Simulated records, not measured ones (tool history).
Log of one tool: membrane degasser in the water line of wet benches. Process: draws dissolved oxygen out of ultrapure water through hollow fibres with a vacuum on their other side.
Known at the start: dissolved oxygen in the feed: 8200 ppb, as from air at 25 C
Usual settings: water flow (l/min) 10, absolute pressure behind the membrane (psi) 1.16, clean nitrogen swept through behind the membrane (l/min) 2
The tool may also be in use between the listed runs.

| run | day | water flow (l/min) | absolute pressure behind the membrane (psi) | clean nitrogen swept through behind the membrane (l/min) | dissolved oxygen in the water behind the degasser (ppb) | pressure that the water loses in the fibres (psi) |
|---|---|---|---|---|---|---|
| 1 | 0 | 10 | 1.16 | 2 | 263.3 | 7.459 |
| 2 | 1.754 | 10 | 1.16 | 2 | 269.5 | 7.459 |
| 3 | 2.762 | 10 | 1.16 | 2 | 267 | 7.475 |
| 4 | 3.642 | 10 | 1.16 | 2 | 267.3 | 7.433 |
| 5 | 5.017 | 10 | 1.16 | 2 | 266 | 7.512 |
| 6 | 6.829 | 10 | 1.523 | 2 | 299.9 | 7.443 |
| 7 | 7.992 | 10 | 1.523 | 2 | 286.8 | 7.484 |
| 8 | 9.083 | 10 | 1.523 | 0.87 | 399 | 7.455 |
| 9 | 10.246 | 10 | 2.461 | 0.87 | 556.9 | 7.504 |
| 10 | 11.188 | 10 | 2.128 | 2 | 346.9 | 7.497 |
| 11 | 12.179 | 10 | 2.128 | 2 | 342.2 | 7.462 |
| 12 | 13.862 | 15 | 1.16 | 2 | 572.6 | 11.245 |
| 13 | 15.283 | 15 | 0.785 | 2 | 526.5 | 11.18 |
| 14 | 16.633 | 10 | 1.16 | 2 | 268.9 | 7.467 |
| 15 | 18.108 | 10 | 1.16 | 2 | 271.3 | 7.448 |
| 16 | 19.879 | 10 | 1.16 | 2 | 267.2 | 7.525 |
| 17 | 21.612 | 8 | 1.163 | 2.79 | 153.8 | 5.989 |
| 18 | 22.55 | 8 | 0.744 | 3.85 | 128.5 | 5.97 |
| 19 | 23.358 | 7 | 0.817 | 1.26 | 117.2 | 5.247 |
|  | 23.467 | vacuum gauge calibrated |
| 20 | 24.542 | 16 | 1.806 | 2.95 | 661.1 | 11.94 |
| 21 | 25.825 | 8 | 1.806 | 1.21 | 267.6 | 6 |
| 22 | 27.038 | 8 | 1.806 | 1.21 | 268.6 | 5.994 |
|  | 28.588 | vacuum gauge calibrated, once more |
| 23 | 28.804 | 8 | 0.719 | 1.21 | 142.4 | 5.968 |
| 24 | 30.596 | 8 | 0.719 | 1.21 | 145.9 | 6.023 |
| 25 | 32.054 | 7 | 1.16 | 5.14 | 95 | 5.236 |
| 26 | 33.625 | 6 | 1.16 | 1.81 | 89.4 | 4.49 |
| 27 | 35.179 | 12 | 1.16 | 2 | 378.9 | 8.989 |
| 28 | 36.942 | 13 | 1.198 | 5.47 | 399.5 | 9.745 |
| 29 | 37.829 | 14 | 1.221 | 1.18 | 567.6 | 10.512 |
| 30 | 38.842 | 14 | 1.221 | 1.18 | 559.6 | 10.482 |
| 31 | 39.8 | 10 | 1.16 | 1.34 | 287.9 | 7.517 |

Forecast each of these 4 alternatives for the next run:
| A | 41.138 | 10 | 2.579 | 1.34 | ? | ? |
| B | 41.138 | 13 | 1.635 | 2 | ? | ? |
| C | 41.138 | 10 | 1.256 | 2 | ? | ? |
| D | 41.138 | 13 | 0.786 | 1.35 | ? | ? |

| run | dissolved oxygen in the water behind the degasser (ppb) | pressure that the water loses in the fibres (psi) |
|---|---|---|
| A | 460.4 | 7.491 |
| B | 487.5 | 9.767 |
| C | 275.3 | 7.543 |
| D | 425.8 | 9.713 |
Without the tool's hidden state the same runs would have given:
| run | dissolved oxygen in the water behind the degasser (ppb) | pressure that the water loses in the fibres (psi) |
|---|---|---|
| A | 452.1 | 7.427 |
| B | 477 | 9.684 |
| C | 268.1 | 7.481 |
| D | 415.2 | 9.632 |
